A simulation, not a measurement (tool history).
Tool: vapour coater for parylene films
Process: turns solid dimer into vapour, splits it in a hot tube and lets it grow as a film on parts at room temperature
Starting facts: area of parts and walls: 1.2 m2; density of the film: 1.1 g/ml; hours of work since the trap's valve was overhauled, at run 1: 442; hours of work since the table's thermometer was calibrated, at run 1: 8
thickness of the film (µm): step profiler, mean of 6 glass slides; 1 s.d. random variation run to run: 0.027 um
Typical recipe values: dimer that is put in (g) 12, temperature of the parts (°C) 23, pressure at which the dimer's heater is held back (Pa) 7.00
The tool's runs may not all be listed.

run	hour	dimer that is put in (g)	temperature of the parts (°C)	pressure at which the dimer's heater is held back (Pa)	hours of work since the trap's valve was overhauled	hours of work since the table's thermometer was calibrated	thickness of the film (µm)
1	0.0	12	23	7.00	442	8	4.55
2	13.8	12	23	7.00	448	14	4.55
3	29.4	15	23	7.00	454	20	5.66
4	47.7	12	23	4.98	462	28	4.72
5	60.4	12	23	4.98	467	33	4.73
6	76.2	12	23	4.98	474	40	4.70
7	85.4	12	23	4.98	478	44	4.68
8	99.8	6	23	7.00	484	50	2.29
9	110.2	6	23	7.00	488	54	2.24
10	118.6	12	23	7.00	492	58	4.49
11	128.3	12	23	7.00	496	62	4.50
12	140.2	12	23	4.30	501	67	4.76
13	156.7	20	23	4.30	508	74	8.00
14	165.9	20	23	4.30	511	78	7.94
15	184.2	20	23	4.30	519	85	7.93
16	195.8	20	23	4.30	524	90	7.90
17	211.0	20	23	4.30	530	96	7.91
# hour 218.5: trap's valve overhauled
18	226.5	20	23	4.30	3	101	8.45
19	237.3	12	19	7.00	8	106	5.08
20	248.5	12	16	7.00	13	111	5.39
21	262.5	12	16	7.00	18	116	5.38
22	279.4	12	23	7.00	26	123	4.81
23	297.0	12	23	7.00	33	131	4.79
24	304.7	12	23	7.00	36	134	4.77
25	318.4	12	16	7.00	42	140	5.38
26	334.5	12	16	7.00	49	147	5.31
27	347.5	12	16	7.00	54	152	5.32
28	365.7	12	16	7.00	62	160	5.40
29	376.9	12	16	7.00	66	164	5.29
30	392.0	11	25	7.19	73	171	4.20
31	406.1	11	29	5.88	79	177	4.03
32	417.4	11	29	5.88	83	181	4.04
33	433.6	7	33	9.25	90	188	2.28
34	443.1	7	33	9.25	94	192	2.28
35	451.7	6	21	3.40	98	196	2.69
36	460.9	6	21	3.40	102	200	2.68
37	474.2	9	28	7.43	107	205	3.27
38	492.2	19	23	6.79	115	213	7.52
39	501.9	19	27	4.06	119	217	7.57
40	518.8	11	17	7.00	126	224	4.83
41	537.1	7	33	3.01	134	232	2.60
42	555.0	7	33	3.01	141	239	2.60
43	572.1	8	17	4.05	148	246	3.69
44	579.8	16	17	2.09	151	249	7.90
45	597.0	12	23	7.00	159	257	4.68
46	607.1	12	23	7.00	163	261	4.73
47	621.3	12	23	7.00	169	267	4.71

Alternative continuations, all from the tool just after run 47; predict every row:
A	634.5	12	30	7.00	174	272	?
B	634.5	16	26	7.00	174	272	?
C	634.5	12	23	9.26	174	272	?
D	634.5	14	26	2.67	174	272	?

run	thickness of the film (µm)
A	4.20
B	5.96
C	4.54
D	5.85
Without the tool's unlogged condition, the same runs would have read:
run	thickness of the film (µm)
A	4.32
B	6.12
C	4.66
D	6.01

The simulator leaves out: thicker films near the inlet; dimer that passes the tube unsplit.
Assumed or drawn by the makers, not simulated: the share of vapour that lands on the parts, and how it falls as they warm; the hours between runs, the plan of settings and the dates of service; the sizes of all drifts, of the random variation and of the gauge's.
